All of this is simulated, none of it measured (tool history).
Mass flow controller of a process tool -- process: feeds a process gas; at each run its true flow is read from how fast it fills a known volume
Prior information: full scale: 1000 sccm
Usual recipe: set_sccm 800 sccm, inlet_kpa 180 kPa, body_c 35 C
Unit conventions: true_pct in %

run 1 day=0.000 | set_sccm=800 inlet_kpa=180 body_c=35 | true_pct=100.22
run 2 day=9.192 | set_sccm=800 inlet_kpa=180 body_c=35 | true_pct=100.42
run 3 day=21.171 | set_sccm=800 inlet_kpa=180 body_c=35 | true_pct=100.30
run 4 day=29.721 | set_sccm=800 inlet_kpa=180 body_c=35 | true_pct=100.46
run 5 day=40.446 | set_sccm=800 inlet_kpa=174 body_c=35 | true_pct=100.40
run 6 day=47.871 | set_sccm=800 inlet_kpa=174 body_c=35 | true_pct=100.42
run 7 day=60.079 | set_sccm=800 inlet_kpa=180 body_c=35 | true_pct=100.55
run 8 day=74.800 | set_sccm=149 inlet_kpa=180 body_c=35 | true_pct=99.76
run 9 day=90.808 | set_sccm=800 inlet_kpa=180 body_c=34 | true_pct=100.47
run 10 day=103.300 | set_sccm=800 inlet_kpa=180 body_c=34 | true_pct=100.56
run 11 day=119.904 | set_sccm=800 inlet_kpa=180 body_c=35 | true_pct=100.70
run 12 day=127.500 | set_sccm=800 inlet_kpa=180 body_c=29 | true_pct=100.50
run 13 day=138.792 | set_sccm=800 inlet_kpa=180 body_c=29 | true_pct=100.67
run 14 day=148.442 | set_sccm=800 inlet_kpa=180 body_c=29 | true_pct=100.50
run 15 day=163.738 | set_sccm=800 inlet_kpa=173 body_c=35 | true_pct=100.98
run 16 day=173.550 | set_sccm=298 inlet_kpa=188 body_c=32 | true_pct=100.05
run 17 day=187.096 | set_sccm=298 inlet_kpa=188 body_c=32 | true_pct=100.20
-- day=204.171 controller's zero set anew
run 18 day=204.171 | set_sccm=298 inlet_kpa=188 body_c=32 | true_pct=100.22
run 19 day=220.829 | set_sccm=124 inlet_kpa=180 body_c=30 | true_pct=100.00
run 20 day=238.217 | set_sccm=800 inlet_kpa=180 body_c=25 | true_pct=100.77
run 21 day=253.879 | set_sccm=800 inlet_kpa=180 body_c=30 | true_pct=101.01
-- day=260.733 controller exchanged for a calibrated one
run 22 day=261.325 | set_sccm=800 inlet_kpa=180 body_c=30 | true_pct=101.00
run 23 day=278.242 | set_sccm=800 inlet_kpa=180 body_c=30 | true_pct=101.07
run 24 day=290.183 | set_sccm=247 inlet_kpa=233 body_c=35 | true_pct=100.29

What if the next run were any one of these 4? Each begins from the tool's condition after run 24:
run A day=306.433 | set_sccm=388 inlet_kpa=233 body_c=35 | true_pct=?
run B day=306.433 | set_sccm=837 inlet_kpa=180 body_c=38 | true_pct=?
run C day=306.433 | set_sccm=128 inlet_kpa=180 body_c=29 | true_pct=?
run D day=306.433 | set_sccm=526 inlet_kpa=221 body_c=38 | true_pct=?

run=A true_pct=100.49
run=B true_pct=101.55
run=C true_pct=100.39
run=D true_pct=101.07
Without the tool's hidden state the same runs would have given:
run=A true_pct=99.36
run=B true_pct=100.41
run=C true_pct=99.26
run=D true_pct=99.93
